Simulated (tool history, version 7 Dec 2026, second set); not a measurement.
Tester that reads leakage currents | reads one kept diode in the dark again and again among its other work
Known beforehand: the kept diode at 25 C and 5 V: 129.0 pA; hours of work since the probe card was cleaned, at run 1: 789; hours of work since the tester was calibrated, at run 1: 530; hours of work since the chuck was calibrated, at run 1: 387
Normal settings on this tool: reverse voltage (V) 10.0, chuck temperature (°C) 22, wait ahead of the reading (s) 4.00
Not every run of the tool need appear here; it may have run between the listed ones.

run	day	reverse voltage (V)	chuck temperature (°C)	wait ahead of the reading (s)	hours of work since the probe card was cleaned	hours of work since the tester was calibrated	hours of work since the chuck was calibrated	current that the tester gives (pA)
1	0.000	10.0	22	4.00	789	530	387	146.37
2	0.883	10.0	24	4.00	803	544	401	170.99
3	1.579	10.0	24	4.00	815	555	413	169.88
4	2.458	10.0	24	4.00	829	570	427	169.80
5	3.833	10.0	24	4.00	851	592	449	171.38
6	5.021	10.0	22	4.00	871	611	469	148.10
7	5.758	10.0	22	1.93	883	623	481	148.48
8	6.742	10.0	22	1.93	899	639	497	148.04
9	8.188	10.0	22	1.93	922	663	520	149.90
10	8.896	1.0	22	4.00	934	675	532	55.64
11	9.733	1.0	22	4.00	947	688	545	55.69
12	10.617	1.0	22	4.00	962	703	560	55.38
13	11.954	12.9	22	4.00	984	724	582	167.74
14	13.412	10.0	33	4.00	1007	748	605	332.99
15	14.879	10.0	33	4.00	1031	772	629	332.33
16	16.283	10.0	22	4.00	1054	795	652	152.44
17	17.621	10.0	22	4.00	1076	817	674	152.47
18	18.983	10.0	26	4.00	1098	839	696	205.13
19	20.062	10.0	22	4.00	1116	856	714	152.59
20	20.725	10.0	22	4.00	1126	867	724	152.88
21	22.100	10.0	22	4.00	1149	890	747	153.91
22	22.717	10.0	22	4.00	1159	900	757	153.99
23	23.429	1.3	22	4.00	1170	911	768	63.70
# day 23.629: probe card cleaned and baked
24	24.817	1.8	23	5.88	19	932	789	79.66
25	26.083	1.8	23	5.88	40	952	810	80.03
26	26.954	13.3	22	4.00	54	967	824	176.55
27	28.217	13.3	22	4.00	75	987	844	176.67
28	29.562	10.0	56	4.00	97	1009	866	1514.25
29	30.512	10.0	55	0.95	112	1024	882	1423.24
30	31.604	8.4	51	3.11	130	1042	899	1040.22
# day 32.183: probe card cleaned and baked, once more
31	32.908	1.1	43	3.11	12	1061	919	263.76
32	33.621	5.2	30	0.34	23	1073	930	211.73
# day 34.092: chuck's temperature calibrated
33	34.600	5.2	30	0.34	38	1088	8	191.38
34	35.858	16.1	60	1.06	59	1108	29	2192.07
35	36.862	16.1	60	1.06	75	1124	45	2183.06
36	38.058	16.1	60	1.06	94	1144	65	2189.45
37	38.667	15.9	32	1.08	104	1154	74	357.94
38	39.262	15.9	58	0.85	114	1164	84	1933.59
39	40.042	15.9	58	0.85	127	1176	97	1943.43
40	41.467	1.3	22	4.00	150	1199	120	59.43

Take each entry between the runs: how does the hidden state at the last listed run before it differ from the hidden state at the first listed run after it?
Between runs 23 and 24: probe card cleaned and baked (day 23.629)
  stray current of the dirty probe card, pA a volt: 0.209 -> 0.261; current scale over the true one, %: 0.69 -> 0.71; true chuck temperature over the reading, C: 1.14 -> 1.17
  what was measured, less what the result would be without the hidden state, current that the tester gives (pA): +5.86 -> +7.58
Between runs 30 and 31: probe card cleaned and baked, once more (day 32.183)
  stray current of the dirty probe card, pA a volt: 0.279 -> 0.025; current scale over the true one, %: 0.79 -> 0.8; true chuck temperature over the reading, C: 1.34 -> 1.37
  what was measured, less what the result would be without the hidden state, current that the tester gives (pA): +92.92 -> +24.62
Between runs 32 and 33: chuck's temperature calibrated (day 34.092)
  stray current of the dirty probe card, pA a volt: 0.027 -> 0.03; current scale over the true one, %: 0.81 -> 0.82; true chuck temperature over the reading, C: 1.39 -> 0.01
  what was measured, less what the result would be without the hidden state, current that the tester gives (pA): +21.45 -> +1.70
